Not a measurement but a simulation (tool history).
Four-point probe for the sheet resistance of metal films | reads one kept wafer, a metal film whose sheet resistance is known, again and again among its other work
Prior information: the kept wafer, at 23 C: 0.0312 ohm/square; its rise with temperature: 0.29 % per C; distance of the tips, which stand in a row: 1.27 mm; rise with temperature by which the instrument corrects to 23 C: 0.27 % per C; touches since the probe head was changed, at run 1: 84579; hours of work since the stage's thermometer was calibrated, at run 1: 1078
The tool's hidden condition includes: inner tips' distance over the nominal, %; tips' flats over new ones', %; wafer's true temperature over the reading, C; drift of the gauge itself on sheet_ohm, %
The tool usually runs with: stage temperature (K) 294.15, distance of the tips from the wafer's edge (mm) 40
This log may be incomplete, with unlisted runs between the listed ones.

run	hour	stage temperature (K)	distance of the tips from the wafer's edge (mm)	touches since the probe head was changed	hours of work since the stage's thermometer was calibrated	sheet resistance as the instrument gives it (ohm/square)
1	0	294.15	40	84579	1078	0.031203
2	96.9	294.15	40	86661	1131	0.031209
3	151.7	294.15	5	87839	1162	0.032223
4	256.7	295.15	5	90095	1220	0.032243
5	352.5	295.15	5	92154	1273	0.032238
6	410.6	294.15	40	93402	1306	0.031208
7	508.6	294.15	40	95506	1360	0.031208
8	567.9	294.15	40	96781	1393	0.031206
9	638.6	303.15	40	98301	1432	0.03126
10	683.8	303.15	40	99271	1457	0.031236
11	788.4	303.15	40	101519	1515	0.031246
12	858.5	303.15	40	103026	1554	0.031239
13	920.2	307.15	40	104352	1588	0.031273
14	986.3	307.15	40	105771	1625	0.031272
15	1092.4	307.15	40	108051	1684	0.031254
16	1200.6	307.15	47	110377	1744	0.031261
17	1295.7	307.15	66	112419	1797	0.031253
18	1345	305.15	5	113478	1824	0.032297
19	1430.4	305.15	5	115313	1871	0.032299
20	1480.6	293.15	10	116392	1899	0.03145
21	1552.1	293.15	10	117928	1939	0.03146
22	1619.8	305.15	20	119383	1977	0.031301
23	1668.5	292.15	4	120430	2004	0.032772
24	1739.8	304.15	44	121960	2043	0.031248
25	1786.6	304.15	44	122967	2069	0.031248
26	1878.6	298.15	17	124945	2120	0.031293
27	1924.2	295.15	11	125924	2146	0.031418
28	1976.3	295.15	11	127042	2174	0.0314
29	2079.1	296.15	40	129253	2232	0.031218
30	2155.6	299.15	30	130895	2274	0.031242
31	2199.5	299.15	30	131838	2298	0.031227
32	2246.6	294.15	19	132850	2324	0.031269
33	2315.2	294.15	19	134325	2363	0.031264
34	2387.9	304.15	6	135886	2403	0.031967

Some steps in sheet resistance as the instrument gives it (ohm/square), run to run, broken into two amounts with sign: the step expected even without the hidden condition (settings, incoming material, random variation), and the rest, left for the hidden condition together with whatever gauge scatter is not in both the measured and the hidden-condition-free result:
Run 11 -> 12: no setting changed, nothing entered. sheet resistance as the instrument gives it (ohm/square) -0.000007: hidden state -0.000001, all else -0.000006.
Run 12 -> 13: stage temperature (K) 303.15 -> 307.15. sheet resistance as the instrument gives it (ohm/square) +0.000034: hidden state +0.000001, all else +0.000033.
Run 14 -> 15: no setting changed, nothing entered. sheet resistance as the instrument gives it (ohm/square) -0.000018: hidden state -0.000001, all else -0.000017.
Run 17 -> 18: stage temperature (K) 307.15 -> 305.15, distance of the tips from the wafer's edge (mm) 66 -> 5. sheet resistance as the instrument gives it (ohm/square) +0.001044: hidden state +0, all else +0.001044.
Run 22 -> 23: stage temperature (K) 305.15 -> 292.15, distance of the tips from the wafer's edge (mm) 20 -> 4. sheet resistance as the instrument gives it (ohm/square) +0.001471: hidden state +0, all else +0.001471.
Run 23 -> 24: stage temperature (K) 292.15 -> 304.15, distance of the tips from the wafer's edge (mm) 4 -> 44. sheet resistance as the instrument gives it (ohm/square) -0.001524: hidden state +0, all else -0.001524.
